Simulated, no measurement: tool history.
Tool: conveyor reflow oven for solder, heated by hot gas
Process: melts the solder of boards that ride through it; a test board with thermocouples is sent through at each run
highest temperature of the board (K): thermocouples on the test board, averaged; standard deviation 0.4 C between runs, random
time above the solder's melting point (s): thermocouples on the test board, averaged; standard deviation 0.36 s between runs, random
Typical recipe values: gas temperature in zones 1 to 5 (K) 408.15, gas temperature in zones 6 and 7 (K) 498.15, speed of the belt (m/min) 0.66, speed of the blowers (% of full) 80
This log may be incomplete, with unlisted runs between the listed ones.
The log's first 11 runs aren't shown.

run,hour,gas temperature in zones 1 to 5 (K),gas temperature in zones 6 and 7 (K),speed of the belt (m/min),speed of the blowers (% of full),highest temperature of the board (K),time above the solder's melting point (s)
12,84.1,408.15,498.15,0.66,80,477.95,32.3
13,92.5,412.15,498.15,0.66,80,479.25,33.4
14,103.5,408.15,498.15,0.66,80,477.25,31.9
15,108.6,397.15,498.15,0.66,80,475.75,27.8
16,115,408.15,500.15,0.66,80,479.75,33
17,125.1,408.15,499.15,0.66,80,478.65,32.1
18,132.8,408.15,499.15,0.66,80,478.65,31.9
19,141.4,421.15,498.15,0.66,80,479.85,37.5
20,149.8,421.15,498.15,0.66,70,477.75,35.2
21,156.9,421.15,498.15,0.66,70,477.25,35.1
22,162.6,421.15,498.15,0.66,70,477.35,34.5
23,172.2,415.15,498.15,0.605,70,479.75,37.5
24,180.7,415.15,498.15,0.605,70,478.05,37.4
25,191.1,415.15,498.15,0.605,70,478.25,37.5
26,197.3,415.15,498.15,0.605,70,478.45,37.5
# hour 203.6: thermocouples of zones 6 and 7 changed
27,207.3,393.15,498.15,0.752,73,469.95,17
28,216.6,406.15,503.15,0.725,80,480.75,29.7
29,226.6,408.15,498.15,0.66,75,478.95,31.9
30,234.2,408.15,511.15,0.66,75,489.05,39.6
31,246,421.15,498.15,0.742,74,476.95,30

What if the next run were any one of these 4? Each begins from the tool's condition after run 31:
A,255.7,421.15,502.15,0.552,85,?,?
B,255.7,422.15,491.15,0.66,83,?,?
C,255.7,407.15,508.15,0.742,74,?,?
D,255.7,393.15,498.15,0.565,80,?,?

run,highest temperature of the board (K),time above the solder's melting point (s)
A,490.85,54.5
B,477.35,36
C,481.35,29.6
D,481.75,38.5
The same runs, with their run-to-run variation unchanged, on a tool lacking any hidden condition would have given:
run,highest temperature of the board (K),time above the solder's melting point (s)
A,492.25,54.8
B,479.05,37.3
C,483.65,30.9
D,483.75,39.9
